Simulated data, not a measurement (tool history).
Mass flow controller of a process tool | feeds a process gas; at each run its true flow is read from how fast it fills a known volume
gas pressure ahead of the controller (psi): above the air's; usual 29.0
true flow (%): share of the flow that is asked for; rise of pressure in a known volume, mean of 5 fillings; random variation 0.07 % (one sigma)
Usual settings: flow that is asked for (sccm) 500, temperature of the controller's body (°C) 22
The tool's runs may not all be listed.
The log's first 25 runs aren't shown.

run,hour,flow that is asked for (sccm),gas pressure ahead of the controller (psi),temperature of the controller's body (°C),true flow (%)
26,1511.9,348,29.0,25,99.79
27,1595.6,367,29.0,34,100.45
28,1656.8,367,29.0,34,100.40
29,1735.6,367,29.0,34,100.42
30,1822.1,500,23.9,38,100.73
31,1872.4,528,23.9,30,100.19
32,1934.9,528,23.9,30,100.30
33,1995.3,500,27.0,24,99.98
34,2060.0,836,21.9,22,99.91
35,2119.0,926,29.0,22,100.49
36,2173.1,138,29.0,27,100.78
37,2254.8,314,29.0,24,100.02
38,2301.0,351,37.9,21,100.28
39,2359.8,500,26.1,24,100.03
40,2412.2,500,27.1,30,100.42
41,2452.2,500,27.1,30,100.61
42,2508.8,539,26.3,35,100.93
43,2557.0,539,26.3,35,100.91
44,2619.6,539,26.3,35,100.88
45,2675.5,539,26.3,35,100.79
46,2726.5,500,37.7,22,100.55
47,2776.5,500,37.7,22,100.55
48,2838.0,500,37.7,22,100.57

Forecast each of these 3 alternatives for the next run:
A,2876.3,181,32.5,21,?
B,2876.3,402,37.7,31,?
C,2876.3,500,32.1,22,?

run,true flow (%)
A,100.74
B,101.22
C,100.25
Without the tool's hidden state the same runs would have given:
run,true flow (%)
A,98.85
B,100.03
C,99.18
